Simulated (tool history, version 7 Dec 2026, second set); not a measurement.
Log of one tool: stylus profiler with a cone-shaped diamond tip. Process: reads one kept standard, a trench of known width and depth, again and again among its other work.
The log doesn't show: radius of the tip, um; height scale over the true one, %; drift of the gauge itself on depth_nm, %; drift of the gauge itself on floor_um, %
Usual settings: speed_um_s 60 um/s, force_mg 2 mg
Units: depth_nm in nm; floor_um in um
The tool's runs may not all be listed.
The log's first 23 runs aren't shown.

run	hour	speed_um_s	force_mg	scans with this tip	hours of work since the height scale was calibrated	depth_nm	floor_um
24	315.3	84	1.92	4867	38	101.14	18.03
25	327.3	202	1.72	4952	46	101.03	17.26
# hour 338.9: height scale calibrated on a step standard, once more
26	345.8	61	2.4	5079	4	101.1	18.2
27	361.9	22	0.8	5194	15	100.45	18.25
28	377.3	22	3.63	5302	25	101.42	18.35
29	393.2	22	3.63	5415	35	101.26	18.38
30	401.1	225	3.63	5472	40	101.4	17.59
31	415.9	19	0.91	5576	50	100.52	18.27
32	424.6	54	3.62	5638	55	101.44	18.28
33	435.6	63	1.97	5716	62	100.97	18.11
34	453	63	1.97	5839	73	100.93	18.1
35	465.7	87	2	5930	82	101.04	17.95
36	473.8	37	4.25	5987	87	101.64	18.24
37	484	131	5.47	6059	93	101.89	17.93
38	493	131	5.47	6123	99	101.86	17.95
39	507.4	143	0.78	6225	109	100.52	17.12
40	525.3	143	0.78	6352	120	100.59	17.11
41	537.5	143	0.78	6438	128	100.57	17.09
42	552.9	21	4.72	6547	138	101.8	18.33

Forecast each of these 4 alternatives for the next run:
A	565.9	188	2.13	6639	146	?	?
B	565.9	236	5.89	6639	146	?	?
C	565.9	159	0.98	6639	146	?	?
D	565.9	71	0.7	6639	146	?	?

run	depth_nm	floor_um
A	101.1	17.33
B	101.9	17.65
C	100.73	17.09
D	100.52	17.67
Without the tool's hidden state the same runs would have given:
run	depth_nm	floor_um
A	101.04	17.68
B	101.84	18
C	100.68	17.44
D	100.47	18.02
